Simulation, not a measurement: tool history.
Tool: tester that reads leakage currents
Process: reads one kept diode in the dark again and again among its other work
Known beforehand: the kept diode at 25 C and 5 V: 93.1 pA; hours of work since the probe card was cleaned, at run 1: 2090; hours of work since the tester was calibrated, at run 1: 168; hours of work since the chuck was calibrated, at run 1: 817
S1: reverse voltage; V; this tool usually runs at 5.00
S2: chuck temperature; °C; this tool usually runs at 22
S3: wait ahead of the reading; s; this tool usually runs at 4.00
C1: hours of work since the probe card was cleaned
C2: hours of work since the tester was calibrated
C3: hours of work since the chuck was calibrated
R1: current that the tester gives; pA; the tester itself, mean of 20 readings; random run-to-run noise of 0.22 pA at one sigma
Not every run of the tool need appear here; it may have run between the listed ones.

| run | hour | S1 | S2 | S3 | C1 | C2 | C3 | R1 |
|---|---|---|---|---|---|---|---|---|
| 1 | 0.0 | 5.00 | 22 | 4.00 | 2090 | 168 | 817 | 80.29 |
| 2 | 31.2 | 5.00 | 22 | 4.00 | 2106 | 184 | 833 | 80.81 |
| 3 | 51.5 | 5.00 | 22 | 4.00 | 2116 | 195 | 843 | 81.26 |
| 4 | 66.2 | 5.00 | 22 | 4.00 | 2124 | 202 | 851 | 80.58 |
| 5 | 101.2 | 5.00 | 32 | 4.00 | 2142 | 220 | 869 | 185.22 |
| 6 | 126.5 | 5.00 | 32 | 4.00 | 2155 | 233 | 882 | 186.01 |
| 7 | 147.6 | 5.00 | 23 | 4.00 | 2165 | 244 | 893 | 88.04 |
| 8 | 181.3 | 5.00 | 23 | 4.00 | 2183 | 261 | 910 | 88.51 |
| 9 | 204.9 | 7.96 | 22 | 4.00 | 2195 | 274 | 922 | 108.14 |
| 10 | 229.5 | 5.00 | 22 | 1.42 | 2207 | 286 | 935 | 82.03 |
| 11 | 244.2 | 5.00 | 22 | 1.42 | 2215 | 294 | 942 | 81.79 |
| 12 | 278.3 | 5.00 | 22 | 4.00 | 2233 | 311 | 960 | 81.91 |
| 13 | 301.1 | 5.00 | 22 | 4.00 | 2244 | 323 | 972 | 81.95 |
| 14 | 326.9 | 5.00 | 22 | 4.00 | 2257 | 336 | 985 | 82.04 |
| 15 | 341.4 | 5.52 | 22 | 4.00 | 2265 | 344 | 992 | 86.76 |
| 16 | 375.7 | 5.52 | 22 | 4.00 | 2283 | 361 | 1010 | 87.53 |
| 17 | 391.9 | 5.52 | 22 | 4.00 | 2291 | 369 | 1018 | 87.04 |
| 18 | 417.5 | 5.52 | 22 | 4.00 | 2304 | 383 | 1031 | 87.47 |
| 19 | 443.0 | 5.00 | 22 | 4.00 | 2317 | 396 | 1044 | 82.51 |
| 20 | 461.6 | 5.00 | 22 | 4.00 | 2327 | 405 | 1054 | 82.45 |
| 21 | 478.8 | 16.13 | 28 | 1.29 | 2335 | 414 | 1063 | 276.45 |
| 22 | 501.0 | 16.13 | 28 | 1.29 | 2347 | 425 | 1074 | 276.24 |
| 23 | 521.8 | 5.82 | 28 | 1.06 | 2357 | 436 | 1085 | 150.03 |
| 24 | 553.9 | 5.00 | 22 | 2.00 | 2374 | 453 | 1101 | 82.68 |
| 25 | 587.6 | 14.65 | 20 | 6.79 | 2391 | 470 | 1119 | 137.36 |
| 26 | 604.8 | 4.13 | 39 | 6.79 | 2400 | 479 | 1127 | 296.26 |
| 27 | 623.2 | 4.13 | 39 | 6.79 | 2410 | 488 | 1137 | 294.82 |
| 28 | 655.7 | 4.13 | 39 | 6.79 | 2426 | 505 | 1153 | 298.62 |
| 29 | 682.2 | 4.13 | 39 | 6.79 | 2440 | 518 | 1167 | 297.58 |
| 30 | 702.2 | 4.13 | 39 | 6.79 | 2450 | 529 | 1177 | 296.13 |
| 31 | 733.8 | 15.56 | 39 | 0.82 | 2466 | 545 | 1194 | 654.43 |
| 32 | 767.0 | 15.56 | 39 | 0.82 | 2483 | 562 | 1211 | 656.11 |
| 33 | 793.2 | 3.28 | 26 | 0.73 | 2497 | 575 | 1224 | 91.79 |
| 34 | 808.3 | 3.28 | 26 | 0.73 | 2505 | 583 | 1232 | 91.31 |
| 35 | 839.2 | 3.28 | 26 | 0.73 | 2520 | 599 | 1248 | 92.25 |
| 36 | 858.8 | 2.13 | 57 | 1.18 | 2530 | 609 | 1258 | 785.61 |
| 37 | 874.1 | 2.13 | 57 | 1.18 | 2538 | 617 | 1266 | 785.21 |

Same runs, no hidden state in the tool, same run-to-run variation:
The hidden state here: stray current of the dirty probe card, pA a volt; current scale over the true one, %; true chuck temperature over the reading, C; drift of the gauge itself on leakage_pa, %.
| run | R1 |
|---|---|
| 1 | 71.35 |
| 2 | 71.68 |
| 3 | 72.01 |
| 4 | 71.36 |
| 5 | 170.28 |
| 6 | 170.80 |
| 7 | 78.05 |
| 8 | 78.33 |
| 9 | 93.82 |
| 10 | 72.08 |
| 11 | 71.81 |
| 12 | 71.73 |
| 13 | 71.69 |
| 14 | 71.67 |
| 15 | 75.53 |
| 16 | 76.11 |
| 17 | 75.58 |
| 18 | 75.86 |
| 19 | 71.67 |
| 20 | 71.55 |
| 21 | 241.07 |
| 22 | 240.60 |
| 23 | 133.43 |
| 24 | 71.41 |
| 25 | 111.84 |
| 26 | 271.17 |
| 27 | 269.66 |
| 28 | 272.76 |
| 29 | 271.53 |
| 30 | 270.00 |
| 31 | 589.41 |
| 32 | 590.12 |
| 33 | 80.77 |
| 34 | 80.30 |
| 35 | 80.99 |
| 36 | 727.42 |
| 37 | 726.71 |
